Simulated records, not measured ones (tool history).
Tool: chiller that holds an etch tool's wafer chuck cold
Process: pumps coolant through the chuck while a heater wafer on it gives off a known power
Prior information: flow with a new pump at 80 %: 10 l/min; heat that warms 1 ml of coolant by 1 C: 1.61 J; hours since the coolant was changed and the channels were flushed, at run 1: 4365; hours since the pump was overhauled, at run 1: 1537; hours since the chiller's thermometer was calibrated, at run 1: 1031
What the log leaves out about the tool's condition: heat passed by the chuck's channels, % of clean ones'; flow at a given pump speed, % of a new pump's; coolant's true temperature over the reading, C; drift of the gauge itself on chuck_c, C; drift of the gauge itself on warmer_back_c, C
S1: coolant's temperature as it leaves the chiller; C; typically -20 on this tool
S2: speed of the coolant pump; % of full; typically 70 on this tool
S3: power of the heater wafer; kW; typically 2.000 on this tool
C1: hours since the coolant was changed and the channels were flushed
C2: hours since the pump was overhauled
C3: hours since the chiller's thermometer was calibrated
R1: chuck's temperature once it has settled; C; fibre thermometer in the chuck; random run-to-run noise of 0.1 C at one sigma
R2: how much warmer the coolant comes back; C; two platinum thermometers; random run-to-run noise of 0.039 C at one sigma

Run 1, hour 0.0: usual settings; C1 4365; C2 1537; C3 1031. Result: R1 4.6 C, R2 8.79 C.
Run 2, hour 26.8: usual settings; C1 4392; C2 1564; C3 1057. Result: R1 4.8 C, R2 8.71 C.
Run 3, hour 42.5: usual settings; C1 4408; C2 1580; C3 1073. Result: R1 4.4 C, R2 8.75 C.
Run 4, hour 58.2: usual settings; C1 4423; C2 1595; C3 1089. Result: R1 4.6 C, R2 8.80 C.
Run 5, hour 75.4: usual settings; C1 4440; C2 1612; C3 1106. Result: R1 4.7 C, R2 8.71 C.
Run 6, hour 104.6: usual settings; C1 4470; C2 1642; C3 1135. Result: R1 4.7 C, R2 8.76 C.
Run 7, hour 129.8: usual settings; C1 4495; C2 1667; C3 1160. Result: R1 4.6 C, R2 8.78 C.
Run 8, hour 166.4: usual settings; C1 4531; C2 1703; C3 1197. Result: R1 4.9 C, R2 8.79 C.
Run 9, hour 191.0: usual settings; C1 4556; C2 1728; C3 1222. Result: R1 4.8 C, R2 8.77 C.
Run 10, hour 212.0: usual settings; C1 4577; C2 1749; C3 1243. Result: R1 4.8 C, R2 8.78 C.
Run 11, hour 245.5: usual settings but S3 1.147 kW; C1 4610; C2 1783; C3 1276. Result: R1 -6.0 C, R2 5.00 C.
Run 12, hour 262.1: usual settings but S2 91 % of full; C1 4627; C2 1799; C3 1293. Result: R1 0.7 C, R2 6.70 C.
Run 13, hour 284.7: usual settings but S2 91 % of full; C1 4650; C2 1822; C3 1315. Result: R1 0.6 C, R2 6.75 C.
Run 14, hour 320.0: usual settings but S2 91 % of full; C1 4685; C2 1857; C3 1351. Result: R1 0.8 C, R2 6.74 C.
Run 15, hour 335.7: usual settings but S2 91 % of full; C1 4701; C2 1873; C3 1366. Result: R1 0.6 C, R2 6.75 C.
Run 16, hour 352.0: usual settings but S2 91 % of full; C1 4717; C2 1889; C3 1383. Result: R1 0.5 C, R2 6.69 C.
Run 17, hour 368.3: usual settings but S2 91 % of full; C1 4733; C2 1905; C3 1399. Result: R1 0.7 C, R2 6.70 C.
Run 18, hour 403.9: usual settings but S2 91 % of full; C1 4769; C2 1941; C3 1434. Result: R1 0.7 C, R2 6.75 C.
Run 19, hour 441.9: usual settings but S2 63 % of full; C1 4807; C2 1979; C3 1472. Result: R1 6.9 C, R2 9.83 C.
At hour 459.9: coolant changed, channels flushed.
Run 20, hour 482.7: usual settings but S2 90 % of full, S3 2.457 kW; C1 23; C2 2014; C3 1507. Result: R1 2.6 C, R2 8.39 C.
Run 21, hour 511.6: usual settings but S1 -24 C, S2 98 % of full, S3 1.113 kW; C1 52; C2 2043; C3 1536. Result: R1 -14.4 C, R2 3.50 C.
Run 22, hour 546.4: usual settings but S2 73 % of full; C1 86; C2 2077; C3 1571. Result: R1 1.3 C, R2 8.50 C.
Run 23, hour 563.3: usual settings but S1 -18 C, S2 73 % of full, S3 2.902 kW; C1 103; C2 2094; C3 1588. Result: R1 13.4 C, R2 12.22 C.
Run 24, hour 597.7: usual settings but S1 -22 C, S2 89 % of full, S3 2.902 kW; C1 138; C2 2129; C3 1622. Result: R1 5.4 C, R2 10.03 C.
Run 25, hour 630.7: usual settings but S1 -17 C, S2 87 % of full, S3 2.902 kW; C1 171; C2 2162; C3 1655. Result: R1 10.8 C, R2 10.31 C.
Run 26, hour 659.3: usual settings but S2 85 % of full, S3 1.965 kW; C1 199; C2 2190; C3 1684. Result: R1 -1.0 C, R2 7.17 C.
Run 27, hour 682.2: usual settings but S1 -17 C, S3 2.175 kW; C1 222; C2 2213; C3 1707. Result: R1 7.5 C, R2 9.61 C.
Run 28, hour 699.2: usual settings but S1 -17 C, S3 2.175 kW; C1 239; C2 2230; C3 1724. Result: R1 7.2 C, R2 9.63 C.
Run 29, hour 719.4: usual settings but S1 -17 C, S3 2.175 kW; C1 259; C2 2251; C3 1744. Result: R1 7.2 C, R2 9.64 C.
Run 30, hour 751.8: usual settings but S1 -27 C, S2 63 % of full, S3 1.680 kW; C1 292; C2 2283; C3 1776. Result: R1 -6.8 C, R2 8.26 C.
Run 31, hour 780.5: usual settings but S1 -18 C, S2 93 % of full, S3 2.609 kW; C1 321; C2 2312; C3 1805. Result: R1 5.8 C, R2 8.63 C.

Subtracting, for every run, the result it would have given without the tool's unlogged condition from the measured result gives the following. The same run-to-run variation enters both numbers; the gauge's scatter may not:
run    R1     R2
  1  +2.7  +0.20
  2  +2.6  +0.20
  3  +2.7  +0.20
  4  +2.7  +0.20
  5  +2.7  +0.20
  6  +2.7  +0.21
  7  +2.7  +0.21
  8  +2.8  +0.21
  9  +2.8  +0.22
 10  +2.7  +0.21
 11  +1.5  +0.13
 12  +2.4  +0.17
 13  +2.4  +0.17
 14  +2.4  +0.18
 15  +2.4  +0.18
 16  +2.4  +0.18
 17  +2.4  +0.18
 18  +2.4  +0.18
 19  +3.2  +0.28
 20  +0.2  +0.23
 21  -0.1  +0.10
 22  +0.2  +0.25
 23  +0.4  +0.36
 24  +0.4  +0.30
 25  +0.4  +0.32
 26  +0.2  +0.22
 27  +0.4  +0.30
 28  +0.4  +0.30
 29  +0.4  +0.30
 30  +0.2  +0.27
 31  +0.4  +0.28

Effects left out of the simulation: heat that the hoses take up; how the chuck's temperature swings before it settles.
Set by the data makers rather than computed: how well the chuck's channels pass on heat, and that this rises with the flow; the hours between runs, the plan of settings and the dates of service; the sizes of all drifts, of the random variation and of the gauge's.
